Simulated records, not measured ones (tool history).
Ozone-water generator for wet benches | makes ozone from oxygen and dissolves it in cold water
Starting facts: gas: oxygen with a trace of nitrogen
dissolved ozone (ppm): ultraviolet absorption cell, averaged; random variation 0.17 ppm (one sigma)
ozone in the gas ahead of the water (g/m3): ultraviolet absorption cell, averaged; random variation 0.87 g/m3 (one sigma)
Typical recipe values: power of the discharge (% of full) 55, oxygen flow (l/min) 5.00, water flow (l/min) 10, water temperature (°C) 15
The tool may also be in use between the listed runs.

| run | hour | power of the discharge (% of full) | oxygen flow (l/min) | water flow (l/min) | water temperature (°C) | dissolved ozone (ppm) | ozone in the gas ahead of the water (g/m3) |
|---|---|---|---|---|---|---|---|
| 1 | 0.0 | 55 | 5.00 | 10 | 15 | 20.9 | 138.8 |
| 2 | 40.7 | 55 | 5.00 | 10 | 15 | 21.2 | 138.9 |
| 3 | 106.4 | 55 | 5.00 | 10 | 15 | 21.2 | 138.7 |
| 4 | 155.2 | 55 | 3.27 | 10 | 15 | 19.6 | 159.9 |
| 5 | 216.9 | 55 | 5.00 | 10 | 15 | 20.5 | 138.4 |
| 6 | 293.8 | 55 | 5.00 | 10 | 15 | 20.8 | 137.8 |
| 7 | 377.0 | 55 | 5.00 | 10 | 15 | 20.4 | 138.5 |
| 8 | 446.0 | 55 | 5.00 | 10 | 15 | 20.5 | 137.3 |
| 9 | 505.6 | 55 | 5.00 | 10 | 15 | 20.6 | 138.7 |
| 10 | 576.2 | 55 | 5.00 | 10 | 15 | 20.7 | 137.0 |
| 11 | 628.5 | 55 | 5.00 | 10 | 15 | 20.5 | 137.2 |
| 12 | 670.9 | 49 | 5.00 | 13 | 15 | 15.8 | 125.4 |

4 ways to go on from here, each from the tool as it stands after run 12. What would each give?
| A | 726.5 | 97 | 5.00 | 13 | 15 | ? | ? |
| B | 726.5 | 45 | 5.00 | 9 | 15 | ? | ? |
| C | 726.5 | 49 | 7.46 | 13 | 16 | ? | ? |
| D | 726.5 | 63 | 5.00 | 13 | 10 | ? | ? |

| run | dissolved ozone (ppm) | ozone in the gas ahead of the water (g/m3) |
|---|---|---|
| A | 26.8 | 212.9 |
| B | 18.4 | 116.5 |
| C | 16.0 | 108.8 |
| D | 21.0 | 151.8 |
Had the tool no hidden state, the same runs would have come out as:
| run | dissolved ozone (ppm) | ozone in the gas ahead of the water (g/m3) |
|---|---|---|
| A | 30.3 | 227.0 |
| B | 20.1 | 120.4 |
| C | 17.6 | 112.8 |
| D | 23.3 | 159.1 |
